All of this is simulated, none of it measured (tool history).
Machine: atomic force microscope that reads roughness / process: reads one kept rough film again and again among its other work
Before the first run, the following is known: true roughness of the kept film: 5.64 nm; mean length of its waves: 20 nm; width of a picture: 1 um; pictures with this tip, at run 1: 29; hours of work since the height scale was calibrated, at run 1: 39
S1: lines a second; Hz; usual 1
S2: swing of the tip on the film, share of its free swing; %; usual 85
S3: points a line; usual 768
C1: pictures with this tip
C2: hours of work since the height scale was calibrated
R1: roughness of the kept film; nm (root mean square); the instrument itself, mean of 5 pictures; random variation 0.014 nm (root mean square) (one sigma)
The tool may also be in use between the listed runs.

| run | hour | S1 | S2 | S3 | C1 | C2 | R1 |
|---|---|---|---|---|---|---|---|
| 1 | 0 | 1 | 85 | 768 | 29 | 39 | 3.098 |
| 2 | 7.8 | 1 | 85 | 768 | 40 | 43 | 2.974 |
| 3 | 19.1 | 1 | 85 | 768 | 57 | 48 | 2.804 |
| 4 | 34.2 | 1 | 85 | 768 | 79 | 54 | 2.596 |
| 5 | 43.8 | 1 | 85 | 768 | 93 | 59 | 2.507 |
| 6 | 52.3 | 1 | 55 | 768 | 106 | 62 | 2.465 |
| 7 | 65.5 | 1 | 55 | 768 | 126 | 68 | 2.334 |
| 8 | 80.9 | 1 | 55 | 768 | 148 | 75 | 2.191 |
| 9 | 94.5 | 1 | 55 | 768 | 168 | 81 | 2.11 |
| 10 | 103.7 | 3.48 | 85 | 768 | 182 | 85 | 1.784 |
|  | 111 | new tip fitted |
| 11 | 113.9 | 1 | 85 | 293 | 4 | 89 | 3.271 |
| 12 | 125.5 | 1 | 85 | 293 | 21 | 94 | 3.058 |
| 13 | 136.9 | 1 | 71 | 768 | 38 | 99 | 3.019 |
| 14 | 151.3 | 1 | 71 | 768 | 59 | 105 | 2.826 |
| 15 | 162.3 | 2.3 | 85 | 768 | 75 | 110 | 2.532 |
| 16 | 173.1 | 2.3 | 85 | 768 | 91 | 115 | 2.385 |
| 17 | 188.7 | 1 | 85 | 768 | 114 | 122 | 2.335 |
| 18 | 196.9 | 1 | 85 | 768 | 126 | 125 | 2.29 |
| 19 | 210.3 | 1 | 85 | 768 | 146 | 131 | 2.157 |
| 20 | 218.4 | 0.88 | 85 | 768 | 158 | 135 | 2.114 |
| 21 | 228.8 | 1.09 | 57 | 927 | 173 | 139 | 2.08 |
|  | 242.2 | new tip fitted |
| 22 | 243.4 | 0.89 | 87 | 344 | 2 | 145 | 3.326 |
| 23 | 253.6 | 1.02 | 59 | 344 | 17 | 150 | 3.193 |
| 24 | 269.4 | 3.75 | 88 | 294 | 41 | 157 | 2.478 |
| 25 | 284.9 | 3.75 | 88 | 294 | 63 | 163 | 2.322 |
| 26 | 294 | 3.75 | 88 | 294 | 77 | 167 | 2.242 |
| 27 | 302.7 | 3.75 | 88 | 294 | 90 | 171 | 2.167 |
|  | 304.6 | height scale calibrated on a step standard |
| 28 | 317.6 | 3.75 | 88 | 294 | 110 | 6 | 2.032 |
| 29 | 325.3 | 3.75 | 88 | 294 | 121 | 9 | 1.978 |
| 30 | 339.7 | 1 | 62 | 592 | 143 | 15 | 2.203 |
| 31 | 354.6 | 1 | 81 | 427 | 165 | 22 | 2.03 |
| 32 | 370.6 | 1 | 64 | 917 | 188 | 29 | 1.996 |
|  | 374.6 | new tip fitted |
| 33 | 384.4 | 1 | 64 | 917 | 15 | 35 | 3.249 |
|  | 393.5 | height scale calibrated on a step standard, once more |
| 34 | 397.4 | 3.6 | 69 | 917 | 32 | 2 | 2.93 |
| 35 | 405.2 | 1 | 59 | 768 | 44 | 5 | 2.923 |

Forecast run 36:
| 36 | 413.8 | 2.97 | 59 | 673 | 57 | 9 | ? |

Run 36 measured R1 2.771 nm (root mean square).
The same run, on a tool lacking any hidden state, would have yielded R1 3.527 nm (root mean square).
